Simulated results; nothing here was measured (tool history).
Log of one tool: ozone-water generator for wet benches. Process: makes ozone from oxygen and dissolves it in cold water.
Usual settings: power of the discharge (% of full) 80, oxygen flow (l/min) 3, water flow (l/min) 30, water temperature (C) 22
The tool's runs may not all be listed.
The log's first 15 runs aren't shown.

run    hour  power of the discharge (% of full)  oxygen flow (l/min)  water flow (l/min)  water temperature (C)  hours of work since the electrodes were changed  hours of work since the contactor was cleaned  hours of work since the thermometer was calibrated  dissolved ozone (ppm)  ozone in the gas ahead of the water (g/m3)
 16   482.1                                  80                    3                  30                     22                                              550                                           5054                                                1864                     13                                       282.1
 17     523                                  80                    3                  30                     22                                              586                                           5089                                                1900                   12.7                                       283.6
 18   557.8                                  80                    3                  30                     16                                              616                                           5120                                                1930                   13.5                                       281.8
 19   590.2                                  80                    3                  30                     16                                              644                                           5148                                                1958                   13.7                                       284.3
 20   612.1                                  80                    3                  30                     16                                              663                                           5167                                                1977                   13.7                                       282.4
 21   642.2                                  80                 2.44                  30                     21                                              690                                           5193                                                2004                   11.9                                       302.8
 22     684                                  99                 5.18                  42                     22                                              726                                           5230                                                2040                   12.8                                       276.2
 23   725.8                                  49                 1.76                  47                     25                                              763                                           5266                                                2077                    4.1                                       234.3
 24   751.7                                  44                 1.76                  32                     21                                              785                                           5289                                                2099                      6                                       215.5
 25   786.1                                  44                 3.56                  32                     14                                              815                                           5319                                                2129                    8.8                                       175.1
 26   821.2                                  44                 3.56                  32                     14                                              846                                           5349                                                2160                      9                                       172.9
 27   856.1                                  43                 2.11                  36                     15                                              876                                           5380                                                2190                    5.6                                       204.9
 28   895.8                                  50                    3                  30                     22                                              911                                           5414                                                2225                      9                                       199.9
 29   925.2                                  50                    3                  30                     22                                              936                                           5440                                                2250                      9                                       203.5
 30   950.1                                  50                    3                  30                     22                                              958                                           5462                                                2272                    9.1                                       203.8
 31   990.4                                  80                 2.07                  30                     30                                              993                                           5497                                                2307                   10.1                                         318
 32  1013.5                                  80                 2.07                  30                     30                                             1013                                           5517                                                2327                   10.2                                       317.7

4 ways to go on from here, each from the tool as it stands after run 32. What would each give?
  A  1041.9                                  80                 3.63                  30                     30                                             1038                                           5542                                                2352                      ?                                           ?
  B  1041.9                                  75                 2.07                  35                     25                                             1038                                           5542                                                2352                      ?                                           ?
  C  1041.9                                  85                 4.14                  20                     30                                             1038                                           5542                                                2352                      ?                                           ?
  D  1041.9                                  69                    3                  30                     22                                             1038                                           5542                                                2352                      ?                                           ?

run  dissolved ozone (ppm)  ozone in the gas ahead of the water (g/m3)
  A                   12.7                                       263.5
  B                    8.4                                       303.9
  C                   20.1                                       265.2
  D                   11.4                                       252.4
Without the tool's hidden state the same runs would have given:
run  dissolved ozone (ppm)  ozone in the gas ahead of the water (g/m3)
  A                   13.1                                       265.4
  B                    8.6                                       306.1
  C                   20.7                                       267.3
  D                   11.8                                       254.1
